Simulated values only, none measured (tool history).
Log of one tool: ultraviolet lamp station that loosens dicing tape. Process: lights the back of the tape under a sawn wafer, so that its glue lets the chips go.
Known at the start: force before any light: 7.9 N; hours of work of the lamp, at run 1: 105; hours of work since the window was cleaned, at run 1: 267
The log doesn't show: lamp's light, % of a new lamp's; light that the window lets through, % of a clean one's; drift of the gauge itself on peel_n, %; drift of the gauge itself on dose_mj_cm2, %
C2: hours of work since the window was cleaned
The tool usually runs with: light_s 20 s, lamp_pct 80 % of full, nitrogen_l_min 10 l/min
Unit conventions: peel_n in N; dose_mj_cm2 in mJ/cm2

run 1 hour=0.0 | light_s=20 lamp_pct=80 nitrogen_l_min=10 | hours_of_work_of_the_lamp=105 C2=267 | peel_n=0.358 dose_mj_cm2=469
run 2 hour=10.4 | light_s=20 lamp_pct=80 nitrogen_l_min=10 | hours_of_work_of_the_lamp=113 C2=275 | peel_n=0.337 dose_mj_cm2=477
run 3 hour=16.9 | light_s=20 lamp_pct=80 nitrogen_l_min=10 | hours_of_work_of_the_lamp=118 C2=280 | peel_n=0.346 dose_mj_cm2=469
run 4 hour=24.6 | light_s=20 lamp_pct=80 nitrogen_l_min=10 | hours_of_work_of_the_lamp=124 C2=286 | peel_n=0.357 dose_mj_cm2=472
run 5 hour=31.8 | light_s=20 lamp_pct=80 nitrogen_l_min=10 | hours_of_work_of_the_lamp=130 C2=291 | peel_n=0.352 dose_mj_cm2=475
run 6 hour=43.5 | light_s=20 lamp_pct=80 nitrogen_l_min=10 | hours_of_work_of_the_lamp=139 C2=300 | peel_n=0.365 dose_mj_cm2=475
run 7 hour=52.3 | light_s=20 lamp_pct=80 nitrogen_l_min=10 | hours_of_work_of_the_lamp=146 C2=307 | peel_n=0.365 dose_mj_cm2=471
run 8 hour=65.8 | light_s=20 lamp_pct=80 nitrogen_l_min=10 | hours_of_work_of_the_lamp=156 C2=318 | peel_n=0.339 dose_mj_cm2=473
run 9 hour=78.3 | light_s=20 lamp_pct=80 nitrogen_l_min=7 | hours_of_work_of_the_lamp=166 C2=327 | peel_n=0.425 dose_mj_cm2=475
run 10 hour=85.2 | light_s=20 lamp_pct=80 nitrogen_l_min=7 | hours_of_work_of_the_lamp=171 C2=333 | peel_n=0.405 dose_mj_cm2=472
run 11 hour=92.1 | light_s=20 lamp_pct=84 nitrogen_l_min=7 | hours_of_work_of_the_lamp=176 C2=338 | peel_n=0.356 dose_mj_cm2=499
run 12 hour=101.5 | light_s=20 lamp_pct=84 nitrogen_l_min=7 | hours_of_work_of_the_lamp=183 C2=345 | peel_n=0.385 dose_mj_cm2=498
run 13 hour=107.9 | light_s=20 lamp_pct=84 nitrogen_l_min=17 | hours_of_work_of_the_lamp=188 C2=350 | peel_n=0.284 dose_mj_cm2=502
run 14 hour=118.4 | light_s=20 lamp_pct=84 nitrogen_l_min=17 | hours_of_work_of_the_lamp=196 C2=358 | peel_n=0.275 dose_mj_cm2=499
run 15 hour=131.0 | light_s=20 lamp_pct=84 nitrogen_l_min=17 | hours_of_work_of_the_lamp=206 C2=368 | peel_n=0.278 dose_mj_cm2=492
run 16 hour=142.9 | light_s=20 lamp_pct=84 nitrogen_l_min=17 | hours_of_work_of_the_lamp=215 C2=377 | peel_n=0.284 dose_mj_cm2=495
run 17 hour=151.0 | light_s=20 lamp_pct=84 nitrogen_l_min=17 | hours_of_work_of_the_lamp=221 C2=383 | peel_n=0.278 dose_mj_cm2=496
run 18 hour=159.9 | light_s=20 lamp_pct=84 nitrogen_l_min=17 | hours_of_work_of_the_lamp=228 C2=390 | peel_n=0.278 dose_mj_cm2=494
run 19 hour=172.4 | light_s=20 lamp_pct=80 nitrogen_l_min=10 | hours_of_work_of_the_lamp=238 C2=399 | peel_n=0.361 dose_mj_cm2=472
run 20 hour=182.7 | light_s=20 lamp_pct=80 nitrogen_l_min=10 | hours_of_work_of_the_lamp=246 C2=407 | peel_n=0.348 dose_mj_cm2=475
run 21 hour=193.0 | light_s=20 lamp_pct=80 nitrogen_l_min=10 | hours_of_work_of_the_lamp=254 C2=415 | peel_n=0.349 dose_mj_cm2=466
run 22 hour=201.7 | light_s=20 lamp_pct=80 nitrogen_l_min=4 | hours_of_work_of_the_lamp=260 C2=422 | peel_n=0.585 dose_mj_cm2=472
run 23 hour=212.9 | light_s=21 lamp_pct=80 nitrogen_l_min=10 | hours_of_work_of_the_lamp=269 C2=431 | peel_n=0.324 dose_mj_cm2=495
run 24 hour=223.1 | light_s=21 lamp_pct=80 nitrogen_l_min=10 | hours_of_work_of_the_lamp=277 C2=438 | peel_n=0.338 dose_mj_cm2=495
run 25 hour=229.7 | light_s=20 lamp_pct=60 nitrogen_l_min=4 | hours_of_work_of_the_lamp=282 C2=444 | peel_n=0.990 dose_mj_cm2=355
run 26 hour=240.1 | light_s=20 lamp_pct=66 nitrogen_l_min=13 | hours_of_work_of_the_lamp=290 C2=452 | peel_n=0.411 dose_mj_cm2=394
run 27 hour=250.9 | light_s=35 lamp_pct=88 nitrogen_l_min=7 | hours_of_work_of_the_lamp=298 C2=460 | peel_n=0.241 dose_mj_cm2=912
run 28 hour=261.2 | light_s=10 lamp_pct=64 nitrogen_l_min=7 | hours_of_work_of_the_lamp=306 C2=468 | peel_n=1.996 dose_mj_cm2=187
run 29 hour=271.2 | light_s=27 lamp_pct=80 nitrogen_l_min=6 | hours_of_work_of_the_lamp=314 C2=475 | peel_n=0.285 dose_mj_cm2=633
run 30 hour=279.2 | light_s=32 lamp_pct=93 nitrogen_l_min=10 | hours_of_work_of_the_lamp=320 C2=482 | peel_n=0.229 dose_mj_cm2=871
run 31 hour=291.4 | light_s=30 lamp_pct=93 nitrogen_l_min=15 | hours_of_work_of_the_lamp=329 C2=491 | peel_n=0.238 dose_mj_cm2=819
run 32 hour=299.9 | light_s=20 lamp_pct=91 nitrogen_l_min=10 | hours_of_work_of_the_lamp=336 C2=497 | peel_n=0.290 dose_mj_cm2=536
run 33 hour=309.8 | light_s=24 lamp_pct=80 nitrogen_l_min=10 | hours_of_work_of_the_lamp=343 C2=505 | peel_n=0.295 dose_mj_cm2=564

Estimate the outcome of run 34 from the log above:
run 34 hour=323.6 | light_s=24 lamp_pct=80 nitrogen_l_min=10 | hours_of_work_of_the_lamp=354 C2=516 | peel_n=? dose_mj_cm2=?

{"run 34": {"peel_n": 0.295, "dose_mj_cm2": 567}}
If the tool had no hidden condition, the same run with the same run-to-run variation would have returned peel_n 0.294 N, dose_mj_cm2 569 mJ/cm2.

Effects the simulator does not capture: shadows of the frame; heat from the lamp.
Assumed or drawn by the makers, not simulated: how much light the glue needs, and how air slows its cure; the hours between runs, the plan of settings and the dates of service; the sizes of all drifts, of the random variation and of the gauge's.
